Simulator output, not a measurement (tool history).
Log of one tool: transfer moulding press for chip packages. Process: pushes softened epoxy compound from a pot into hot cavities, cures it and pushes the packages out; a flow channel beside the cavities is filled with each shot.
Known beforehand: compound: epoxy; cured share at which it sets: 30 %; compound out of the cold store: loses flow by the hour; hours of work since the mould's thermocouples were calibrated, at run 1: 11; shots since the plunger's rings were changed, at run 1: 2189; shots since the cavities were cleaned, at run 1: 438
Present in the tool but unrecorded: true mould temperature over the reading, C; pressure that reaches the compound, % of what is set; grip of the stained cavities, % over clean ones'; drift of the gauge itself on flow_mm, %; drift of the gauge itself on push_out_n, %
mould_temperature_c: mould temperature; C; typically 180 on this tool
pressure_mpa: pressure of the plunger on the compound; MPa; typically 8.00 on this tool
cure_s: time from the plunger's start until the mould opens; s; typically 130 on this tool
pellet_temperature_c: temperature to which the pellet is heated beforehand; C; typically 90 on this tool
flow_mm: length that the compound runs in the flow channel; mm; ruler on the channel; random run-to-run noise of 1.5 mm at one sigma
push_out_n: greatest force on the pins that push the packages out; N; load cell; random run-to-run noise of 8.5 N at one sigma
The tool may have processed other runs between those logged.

run	hour	mould_temperature_c	pressure_mpa	cure_s	pellet_temperature_c	hours of work since the mould's thermocouples were calibrated	shots since the plunger's rings were changed	shots since the cavities were cleaned	incoming compound's hours out of the cold store	flow_mm	push_out_n
1	0.0	180	8.00	130	90	11	2189	438	21.8	637	473
2	32.0	180	8.00	130	90	33	2505	754	8.2	693	505
3	55.7	180	6.60	130	90	50	2738	987	40.3	519	528
# hour 77.8: cavities cleaned with cleaning compound and waxed
4	81.1	180	6.60	130	90	66	2974	33	11.3	614	395
# hour 95.9: plunger's sealing rings changed
5	111.2	180	8.00	120	90	86	150	304	12.4	686	493
6	138.2	180	8.00	161	90	105	416	570	42.8	569	436
7	169.0	180	8.00	161	90	126	720	874	24.0	635	465
8	192.7	180	8.00	120	90	143	952	1106	47.6	552	570
# hour 203.9: cavities cleaned with cleaning compound and waxed
9	227.8	180	8.00	160	90	167	1283	235	32.0	605	379
10	262.8	180	8.00	160	90	191	1629	581	41.2	572	447
# hour 268.8: mould's thermocouples calibrated
11	303.6	180	8.00	160	90	24	2010	962	36.8	583	441
# hour 327.4: cavities cleaned with cleaning compound and waxed
12	330.0	180	8.00	160	90	42	2255	26	19.9	647	347
13	348.9	180	8.00	130	90	55	2442	213	47.0	550	419
# hour 373.9: mould's thermocouples calibrated, once more
14	393.5	173	8.00	130	90	14	2861	632	38.2	593	724
# hour 418.2: plunger's sealing rings changed
15	428.2	186	8.00	130	90	36	99	949	14.0	662	471
# hour 454.7: cavities cleaned with cleaning compound and waxed
16	472.8	180	8.00	135	86	67	523	178	41.1	575	389
17	511.2	180	8.00	121	94	94	902	557	18.6	652	528
18	553.7	180	9.52	121	94	123	1320	975	11.8	737	600
19	572.7	180	9.52	121	94	137	1507	1162	24.7	685	598
# hour 576.3: cavities cleaned with cleaning compound and waxed
20	594.8	180	9.52	121	94	151	1710	182	24.9	685	438
21	635.6	185	9.36	129	94	180	2112	584	24.9	661	435
22	679.0	179	9.36	170	94	210	2540	1012	29.9	657	460
# hour 697.5: cavities cleaned with cleaning compound and waxed
23	723.0	180	8.00	130	88	240	2958	251	12.6	669	442
# hour 737.1: plunger's sealing rings changed
24	748.1	180	8.00	130	88	256	109	474	35.3	597	448
25	786.0	181	8.02	146	90	283	482	847	35.5	591	476
26	805.4	181	8.02	146	90	296	673	1038	17.8	655	471
# hour 820.5: cavities cleaned with cleaning compound and waxed
27	832.0	181	8.02	146	90	314	920	114	43.4	563	357
28	868.5	182	6.01	146	90	340	1279	473	34.8	510	445

What differs in the tool's unlogged condition from the final listed run ahead of each entry between runs to the first listed run following it?
Between runs 3 and 4: cavities cleaned with cleaning compound and waxed (hour 77.8)
  true mould temperature over the reading, C: 0.43 -> 0.47; pressure that reaches the compound, % of what is set: 96.12 -> 95.82; grip of the stained cavities, % over clean ones': 44.2 -> 2.8
  measured less the result without the state, flow_mm: -12 -> -15 mm; push_out_n: +155 -> +3 N
Between runs 4 and 5: plunger's sealing rings changed (hour 95.9)
  true mould temperature over the reading, C: 0.47 -> 0.51; pressure that reaches the compound, % of what is set: 95.82 -> 99.62; grip of the stained cavities, % over clean ones': 2.8 -> 19.8
  measured less the result without the state, flow_mm: -15 -> -3 mm; push_out_n: +3 -> +70 N
Between runs 8 and 9: cavities cleaned with cleaning compound and waxed (hour 203.9)
  true mould temperature over the reading, C: 0.63 -> 0.69; pressure that reaches the compound, % of what is set: 98.66 -> 98.22; grip of the stained cavities, % over clean ones': 47.4 -> 16.7
  measured less the result without the state, flow_mm: -6 -> -7 mm; push_out_n: +171 -> +53 N
Between runs 10 and 11: mould's thermocouples calibrated (hour 268.8)
  true mould temperature over the reading, C: 0.74 -> 1.06; pressure that reaches the compound, % of what is set: 97.81 -> 97.37; grip of the stained cavities, % over clean ones': 32.9 -> 44.4
  measured less the result without the state, flow_mm: -8 -> -10 mm; push_out_n: +106 -> +134 N
Between runs 11 and 12: cavities cleaned with cleaning compound and waxed (hour 327.4)
  true mould temperature over the reading, C: 1.06 -> 1.1; pressure that reaches the compound, % of what is set: 97.37 -> 97.07; grip of the stained cavities, % over clean ones': 44.4 -> 4.5
  measured less the result without the state, flow_mm: -10 -> -12 mm; push_out_n: +134 -> +11 N
Between runs 13 and 14: mould's thermocouples calibrated, once more (hour 373.9)
  true mould temperature over the reading, C: 1.13 -> 0.36; pressure that reaches the compound, % of what is set: 96.86 -> 96.39; grip of the stained cavities, % over clean ones': 16.8 -> 35
  measured less the result without the state, flow_mm: -11 -> -12 mm; push_out_n: +47 -> +173 N
Between runs 14 and 15: plunger's sealing rings changed (hour 418.2)
  true mould temperature over the reading, C: 0.36 -> 0.41; pressure that reaches the compound, % of what is set: 96.39 -> 99.08; grip of the stained cavities, % over clean ones': 35 -> 44.2
  measured less the result without the state, flow_mm: -12 -> -4 mm; push_out_n: +173 -> +143 N
Between runs 15 and 16: cavities cleaned with cleaning compound and waxed (hour 454.7)
  true mould temperature over the reading, C: 0.41 -> 0.47; pressure that reaches the compound, % of what is set: 99.08 -> 98.55; grip of the stained cavities, % over clean ones': 44.2 -> 11.6
  measured less the result without the state, flow_mm: -4 -> -5 mm; push_out_n: +143 -> +36 N
Between runs 19 and 20: cavities cleaned with cleaning compound and waxed (hour 576.3)
  true mould temperature over the reading, C: 0.63 -> 0.66; pressure that reaches the compound, % of what is set: 97.38 -> 97.15; grip of the stained cavities, % over clean ones': 47.9 -> 12.5
  measured less the result without the state, flow_mm: -10 -> -12 mm; push_out_n: +178 -> +36 N
Between runs 22 and 23: cavities cleaned with cleaning compound and waxed (hour 697.5)
  true mould temperature over the reading, C: 0.79 -> 0.86; pressure that reaches the compound, % of what is set: 96.15 -> 95.65; grip of the stained cavities, % over clean ones': 44.8 -> 16.8
  measured less the result without the state, flow_mm: -15 -> -18 mm; push_out_n: +140 -> +50 N
Between runs 23 and 24: plunger's sealing rings changed (hour 737.1)
  true mould temperature over the reading, C: 0.86 -> 0.89; pressure that reaches the compound, % of what is set: 95.65 -> 99.33; grip of the stained cavities, % over clean ones': 16.8 -> 27.3
  measured less the result without the state, flow_mm: -18 -> -4 mm; push_out_n: +50 -> +86 N
Between runs 26 and 27: cavities cleaned with cleaning compound and waxed (hour 820.5)
  true mould temperature over the reading, C: 0.98 -> 1.02; pressure that reaches the compound, % of what is set: 98.63 -> 98.32; grip of the stained cavities, % over clean ones': 45.4 -> 10.1
  measured less the result without the state, flow_mm: -7 -> -8 mm; push_out_n: +143 -> +29 N
